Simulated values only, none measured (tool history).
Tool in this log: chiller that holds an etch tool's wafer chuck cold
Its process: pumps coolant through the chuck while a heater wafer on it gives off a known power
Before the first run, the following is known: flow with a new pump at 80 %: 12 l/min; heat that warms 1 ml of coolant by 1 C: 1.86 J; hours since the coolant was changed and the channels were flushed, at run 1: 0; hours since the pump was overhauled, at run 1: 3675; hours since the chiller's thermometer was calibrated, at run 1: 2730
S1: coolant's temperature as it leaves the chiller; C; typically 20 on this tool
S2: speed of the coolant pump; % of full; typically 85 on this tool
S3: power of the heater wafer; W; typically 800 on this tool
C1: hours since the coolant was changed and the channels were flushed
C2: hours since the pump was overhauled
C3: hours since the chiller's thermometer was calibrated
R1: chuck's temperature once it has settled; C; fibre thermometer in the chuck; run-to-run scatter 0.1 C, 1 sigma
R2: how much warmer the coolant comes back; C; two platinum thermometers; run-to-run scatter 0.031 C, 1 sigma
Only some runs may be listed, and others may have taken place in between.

{"run": 1, "hour": 0.0, "S1": 20, "S2": 85, "S3": 800, "C1": 0, "C2": 3675, "C3": 2730, "R1": 25.4, "R2": 2.02}
{"run": 2, "hour": 137.5, "S1": 20, "S2": 85, "S3": 800, "C1": 138, "C2": 3812, "C3": 2867, "R1": 25.6, "R2": 2.0}
{"run": 3, "hour": 267.1, "S1": 20, "S2": 85, "S3": 800, "C1": 267, "C2": 3942, "C3": 2997, "R1": 25.5, "R2": 1.99}
{"run": 4, "hour": 391.2, "S1": 20, "S2": 100, "S3": 800, "C1": 391, "C2": 4066, "C3": 3121, "R1": 24.6, "R2": 1.64}
{"run": 5, "hour": 548.3, "S1": 20, "S2": 100, "S3": 800, "C1": 548, "C2": 4223, "C3": 3278, "R1": 24.8, "R2": 1.67}
{"run": 6, "hour": 680.8, "S1": 20, "S2": 100, "S3": 800, "C1": 681, "C2": 4356, "C3": 3410, "R1": 24.7, "R2": 1.72}
{"run": 7, "hour": 781.7, "S1": 20, "S2": 100, "S3": 800, "C1": 782, "C2": 4456, "C3": 3511, "R1": 24.7, "R2": 1.72}
{"run": 8, "hour": 928.4, "S1": 20, "S2": 100, "S3": 800, "C1": 928, "C2": 4603, "C3": 3658, "R1": 24.7, "R2": 1.74}
{"run": 9, "hour": 1042.0, "S1": 20, "S2": 100, "S3": 800, "C1": 1042, "C2": 4717, "C3": 3772, "R1": 24.6, "R2": 1.75}
{"run": 10, "hour": 1155.7, "S1": 20, "S2": 100, "S3": 800, "C1": 1156, "C2": 4830, "C3": 3885, "R1": 24.7, "R2": 1.74}
{"hour": 1325.4, "done": "coolant pump overhauled"}
{"run": 11, "hour": 1325.4, "S1": 20, "S2": 70, "S3": 800, "C1": 1320, "C2": 0, "C3": 4050, "R1": 26.6, "R2": 2.59}
{"run": 12, "hour": 1440.6, "S1": 20, "S2": 85, "S3": 836, "C1": 1436, "C2": 115, "C3": 4165, "R1": 25.7, "R2": 2.21}
{"run": 13, "hour": 1642.9, "S1": 20, "S2": 85, "S3": 800, "C1": 1638, "C2": 318, "C3": 4368, "R1": 25.3, "R2": 2.16}
{"run": 14, "hour": 1845.9, "S1": 26, "S2": 85, "S3": 800, "C1": 1841, "C2": 520, "C3": 4571, "R1": 31.6, "R2": 2.15}

Run 15 comes next. What will it give?
{"run": 15, "hour": 2059.2, "S1": 11, "S2": 73, "S3": 698, "C1": 2054, "C2": 734, "C3": 4784, "R1": "?", "R2": "?"}

R1: 16.5 C
R2: 2.19 C
Take away the tool's hidden state, keep the run-to-run variation as it was, and the same run would have given R1 16.5 C, R2 2.06 C.

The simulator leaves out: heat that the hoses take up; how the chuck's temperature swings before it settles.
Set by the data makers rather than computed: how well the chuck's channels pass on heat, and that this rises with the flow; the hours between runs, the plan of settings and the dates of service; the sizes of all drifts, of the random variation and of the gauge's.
